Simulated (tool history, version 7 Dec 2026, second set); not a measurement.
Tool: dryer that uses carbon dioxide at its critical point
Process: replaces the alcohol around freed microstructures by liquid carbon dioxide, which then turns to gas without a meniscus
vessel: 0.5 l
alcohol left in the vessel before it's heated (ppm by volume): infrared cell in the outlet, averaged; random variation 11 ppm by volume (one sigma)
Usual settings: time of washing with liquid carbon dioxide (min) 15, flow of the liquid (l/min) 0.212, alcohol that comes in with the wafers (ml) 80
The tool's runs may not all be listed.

| run | hour | time of washing with liquid carbon dioxide (min) | flow of the liquid (l/min) | alcohol that comes in with the wafers (ml) | alcohol left in the vessel before it's heated (ppm by volume) |
|---|---|---|---|---|---|
| 1 | 0 | 15 | 0.212 | 80 | 1265 |
| 2 | 17.6 | 15 | 0.212 | 80 | 1332 |
| 3 | 40 | 15 | 0.212 | 80 | 1403 |
| 4 | 59.6 | 15 | 0.212 | 80 | 1423 |
|  | 83.7 | purifier's bed changed |
| 5 | 84.9 | 15 | 0.212 | 22 | 345 |
| 6 | 104.6 | 15 | 0.212 | 22 | 362 |
| 7 | 119.6 | 15 | 0.212 | 22 | 381 |
| 8 | 134.2 | 15 | 0.212 | 22 | 382 |
| 9 | 147.1 | 15 | 0.212 | 80 | 1442 |
| 10 | 167.6 | 15 | 0.212 | 80 | 1538 |
| 11 | 179 | 15 | 0.212 | 107 | 2057 |
| 12 | 192.6 | 15 | 0.212 | 107 | 2142 |
|  | 210.2 | inlet filter changed |
| 13 | 211.4 | 15 | 0.34 | 107 | 77 |
| 14 | 223.3 | 15 | 0.288 | 107 | 187 |
| 15 | 244.5 | 15 | 0.288 | 107 | 204 |
| 16 | 269.7 | 15 | 0.212 | 80 | 803 |
| 17 | 282.4 | 10 | 0.212 | 80 | 4643 |
| 18 | 296.7 | 10 | 0.212 | 80 | 4744 |
| 19 | 317.6 | 15 | 0.139 | 80 | 4802 |
| 20 | 333.1 | 15 | 0.139 | 80 | 4871 |
| 21 | 351.5 | 15 | 0.139 | 80 | 5083 |
| 22 | 362.5 | 15 | 0.139 | 80 | 5344 |
| 23 | 382.6 | 12 | 0.218 | 58 | 1872 |
| 24 | 408.9 | 18 | 0.169 | 45 | 797 |
| 25 | 427.2 | 18 | 0.169 | 45 | 808 |
| 26 | 438.2 | 16 | 0.146 | 93 | 4573 |
| 27 | 463.4 | 10 | 0.219 | 22 | 1599 |
| 28 | 478 | 12 | 0.299 | 59 | 679 |
| 29 | 491.8 | 12 | 0.299 | 59 | 690 |
| 30 | 516.7 | 11 | 0.299 | 59 | 1078 |
| 31 | 531.5 | 14 | 0.221 | 28 | 680 |
| 32 | 549 | 11 | 0.294 | 29 | 677 |
| 33 | 568.1 | 15 | 0.189 | 21 | 805 |

The next listed run, before its measurement:
| 34 | 587.6 | 15 | 0.189 | 21 | ? |

alcohol left in the vessel before it's heated (ppm by volume): 829
Without the tool's hidden state the same run would have given alcohol left in the vessel before it's heated (ppm by volume) 309.

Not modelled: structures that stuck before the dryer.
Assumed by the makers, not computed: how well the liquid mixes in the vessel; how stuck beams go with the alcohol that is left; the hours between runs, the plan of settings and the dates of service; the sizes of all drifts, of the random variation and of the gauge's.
